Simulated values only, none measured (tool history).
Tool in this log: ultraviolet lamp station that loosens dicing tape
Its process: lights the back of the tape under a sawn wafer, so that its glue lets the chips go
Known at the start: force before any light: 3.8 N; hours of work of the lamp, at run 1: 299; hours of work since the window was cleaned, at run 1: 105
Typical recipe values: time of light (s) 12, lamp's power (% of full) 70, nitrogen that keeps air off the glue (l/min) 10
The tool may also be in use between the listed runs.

run,hour,time of light (s),lamp's power (% of full),nitrogen that keeps air off the glue (l/min),hours of work of the lamp,hours of work since the window was cleaned,force that peels the tape off (N),light that reached the tape (mJ/cm²)
1,0,12,70,10,299,105,0.56,203
2,41,12,70,10,324,130,0.569,202
3,72.9,12,70,10,344,150,0.565,205
4,109.9,12,70,18,366,173,0.394,206
5,136.6,12,70,10,383,189,0.59,207
6,160.8,12,70,10,398,204,0.576,206
7,183.9,12,70,10,412,218,0.57,205
8,207.1,12,70,10,426,233,0.59,203
9,227.1,6,70,10,439,245,1.48,106
10,258.2,6,70,10,458,264,1.454,105
11,290.1,6,70,10,477,284,1.409,103
12,307.8,7,63,15,488,295,1.202,107
13,338.2,12,84,10,507,314,0.438,246
14,366.8,14,76,11,525,331,0.361,263
15,396,12,61,10,543,349,0.707,181
16,435.2,8,79,10,567,373,0.865,152
17,461.1,6,70,10,583,389,1.448,105
18,486.3,6,70,10,598,405,1.443,101
19,513.9,16,63,19,615,422,0.275,247
20,555.1,10,81,10,641,447,0.631,197
21,590.8,9,90,10,663,469,0.624,199
22,612.4,8,63,18,676,483,0.937,124

What if the next run were any one of these 3? Each begins from the tool's condition after run 22:
A,638.7,18,92,10,692,499,?,?
B,638.7,12,70,16,692,499,?,?
C,638.7,8,98,4,692,499,?,?

run,force that peels the tape off (N),light that reached the tape (mJ/cm²)
A,0.183,408
B,0.444,210
C,1.095,191
What these runs would have given with no unlogged condition in the tool:
run,force that peels the tape off (N),light that reached the tape (mJ/cm²)
A,0.182,409
B,0.441,211
C,1.09,191
